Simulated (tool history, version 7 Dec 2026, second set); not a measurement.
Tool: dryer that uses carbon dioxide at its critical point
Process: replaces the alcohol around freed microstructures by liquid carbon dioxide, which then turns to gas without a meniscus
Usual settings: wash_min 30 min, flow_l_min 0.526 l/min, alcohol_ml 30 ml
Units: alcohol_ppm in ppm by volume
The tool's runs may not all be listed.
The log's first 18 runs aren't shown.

| run | day | wash_min | flow_l_min | alcohol_ml | alcohol_ppm |
|---|---|---|---|---|---|
| 19 | 32.846 | 21 | 0.526 | 52 | 361 |
| 20 | 35.075 | 31 | 0.526 | 52 | 229 |
| 21 | 36.838 | 37 | 0.373 | 30 | 237 |
| 22 | 38.208 | 19 | 0.748 | 39 | 250 |
| 23 | 40.258 | 19 | 0.665 | 30 | 301 |
|  | 41.229 | purifier's bed changed |
| 24 | 42.858 | 30 | 0.407 | 30 | 81 |
| 25 | 44.100 | 30 | 0.407 | 30 | 80 |
| 26 | 46.604 | 30 | 0.407 | 30 | 101 |
| 27 | 48.938 | 27 | 0.526 | 86 | 122 |
|  | 50.796 | inlet filter changed |
| 28 | 51.279 | 37 | 0.403 | 63 | 84 |
| 29 | 53.154 | 38 | 0.888 | 23 | 44 |
| 30 | 54.446 | 38 | 0.888 | 23 | 70 |
| 31 | 56.408 | 19 | 0.378 | 33 | 593 |

3 ways to go on from here, each from the tool as it stands after run 31. What would each give?
| A | 58.338 | 34 | 0.501 | 69 | ? |
| B | 58.338 | 28 | 0.333 | 42 | ? |
| C | 58.338 | 20 | 0.526 | 75 | ? |

| run | alcohol_ppm |
|---|---|
| A | 82 |
| B | 317 |
| C | 315 |
Without the tool's hidden state the same runs would have given:
| run | alcohol_ppm |
|---|---|
| A | 6 |
| B | 213 |
| C | 204 |

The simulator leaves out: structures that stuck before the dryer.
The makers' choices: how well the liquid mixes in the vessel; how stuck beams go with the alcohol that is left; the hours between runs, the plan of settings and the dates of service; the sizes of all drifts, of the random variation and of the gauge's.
